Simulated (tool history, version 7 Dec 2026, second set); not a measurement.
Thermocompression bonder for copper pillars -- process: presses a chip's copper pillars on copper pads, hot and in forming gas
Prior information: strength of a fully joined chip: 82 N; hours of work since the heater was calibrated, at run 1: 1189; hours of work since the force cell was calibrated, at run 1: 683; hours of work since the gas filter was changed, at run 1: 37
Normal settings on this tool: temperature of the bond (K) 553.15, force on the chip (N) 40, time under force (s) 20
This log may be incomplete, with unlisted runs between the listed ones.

run   hour  temperature of the bond (K)  force on the chip (N)  time under force (s)  hours of work since the heater was calibrated  hours of work since the force cell was calibrated  hours of work since the gas filter was changed  force that shears a chip off (N)
  1      0                       553.15                     40                    20                                           1189                                                683                                              37                              43.2
  2   67.1                       553.15                     40                    20                                           1236                                                730                                              83                              41.3
  3  103.8                       553.15                     40                    20                                           1261                                                755                                             109                              41.1
     118.1  -- forming gas filter changed
  4  136.2                       553.15                     46                    20                                           1283                                                778                                              13                              46.3
     175.1  -- heater calibrated with a thermocouple chip
  5  193.8                       553.15                     39                    20                                             13                                                816                                              51                              40.3
  6  235.6                       553.15                     39                    20                                             42                                                845                                              80                              38.2
  7  271.4                       553.15                     39                    20                                             67                                                870                                             105                              37.4
     292.2  -- forming gas filter changed
  8  309.2                       553.15                     40                    20                                             93                                                896                                              12                              40.6
     317.4  -- force cell calibrated
  9  349.8                       553.15                     40                    20                                            120                                                 23                                              39                                43
 10  388.1                       553.15                     40                    20                                            146                                                 49                                              65                              41.8
 11  427.9                       573.15                     40                    20                                            174                                                 77                                              93                              47.4
     465.6  -- forming gas filter changed
 12  465.6                       553.15                     40                    36                                            200                                                102                                               0                              52.2
 13  523.1                       549.15                     40                    20                                            240                                                142                                              40                              41.1

For run 14, what comes out?
 14  573.1                       525.15                     44                    17                                            274                                                177                                              75                                 ?

Run 14 came out at force that shears a chip off (N) 32.3.
Without the tool's hidden state the same run would have given force that shears a chip off (N) 35.2.

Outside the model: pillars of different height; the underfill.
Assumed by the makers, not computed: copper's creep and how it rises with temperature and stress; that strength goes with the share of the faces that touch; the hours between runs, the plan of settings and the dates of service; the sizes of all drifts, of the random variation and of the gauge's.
